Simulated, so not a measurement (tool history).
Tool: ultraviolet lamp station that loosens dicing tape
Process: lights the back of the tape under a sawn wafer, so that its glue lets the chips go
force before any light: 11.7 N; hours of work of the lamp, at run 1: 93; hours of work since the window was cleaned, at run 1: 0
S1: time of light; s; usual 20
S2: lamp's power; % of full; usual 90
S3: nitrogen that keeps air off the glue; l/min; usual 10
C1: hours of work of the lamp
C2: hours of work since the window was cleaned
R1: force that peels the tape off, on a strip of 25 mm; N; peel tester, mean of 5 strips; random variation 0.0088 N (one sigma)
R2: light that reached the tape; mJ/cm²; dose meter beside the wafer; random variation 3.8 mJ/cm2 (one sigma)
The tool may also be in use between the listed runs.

run    hour  S1  S2  S3   C1   C2     R1    R2
  1       0  20  90  10   93    0  0.426   616
  2    42.7  20  90  10  121   28   0.44   604
  3    62.5  20  90  10  135   42  0.449   602
  4    86.8  20  90  10  151   58  0.472   593
  5   123.6  39  90  10  175   82  0.109  1132
  6   141.7  20  90  10  187   94   0.46   576
  7   172.9  20  90  10  208  115  0.531   566
  8   214.1  20  90  10  235  142  0.547   552
  9   237.1  20  90  10  251  158  0.536   551
 10   258.8  20  90  15  265  172  0.431   541
 11   294.6  20  90  15  289  196  0.477   537
 12   317.1  20  90  15  304  211  0.468   521
 13   338.7  20  90  15  318  225  0.502   517
 14   366.2  20  90  15  336  243  0.508   516
 15     392  20  90  15  354  261  0.524   508
 16     431  13  90  15  379  287  1.517   325
 17   472.3  38  90  10  407  314  0.161   933
 18   508.3  37  90  10  431  338   0.16   877
 19   539.6  20  90   6  452  359   1.18   467
 20   559.2  20  90   6  465  372  1.168   468
 21   596.3  20  90  14  489  396  0.723   452
      614.1  -- window cleaned of glue's vapour
 22   633.5  20  90  14  514   13  0.536   513
 23     671  20  90  14  539   38  0.528   506
 24   690.9  28  95   3  552   51   0.69   733
 25   733.3  20  66  10  580   79  1.503   358
 26   759.1  20  66  10  597   96  1.562   348
 27   789.1  20  66  10  617  116  1.577   346
 28   807.1  10  81   6  629  128  3.966   210
 29   825.6  18  64   4  641  141  3.152   295
 30   848.8  24  64   3  657  156    2.4   394
 31   887.4  14  69   8  682  182  3.213   239
 32     916  18  69   6  702  201   2.62   305
 33   939.4  15  63   3  717  216  4.668   231
 34     968  31  72  10  736  235  0.609   528
 35   994.9  31  72  18  754  253  0.449   525
 36  1036.9  13  72   4  782  281   4.55   216
 37  1063.7  13  72   4  800  299  4.533   210
 38  1086.2  20  85  10  815  314  1.334   379
 39  1117.8  20  74  10  836  335  1.852   327
 40  1136.7  15  99   4  848  347  2.946   320
 41  1163.3  15  60   6  866  365  4.485   193
 42    1189  20  94  10  883  382  1.234   396
 43  1221.4  17  94  10  904  404  1.801   329

Forecast each of these 3 alternatives for the next run:
     1227.5  -- window cleaned of glue's vapour
  A  1257.7  14  94  10  928  20   ?   ?
     1227.5  -- window cleaned of glue's vapour
  B  1257.7  15  90  14  928  20   ?   ?
     1227.5  -- window cleaned of glue's vapour
  C  1257.7  12  94   5  928  20   ?   ?

run     R1   R2
  A  2.065  305
  B  1.651  308
  C  3.365  263
Without the tool's hidden state the same runs would have given:
run     R1   R2
  A  0.855  468
  B  0.632  474
  C  1.768  402
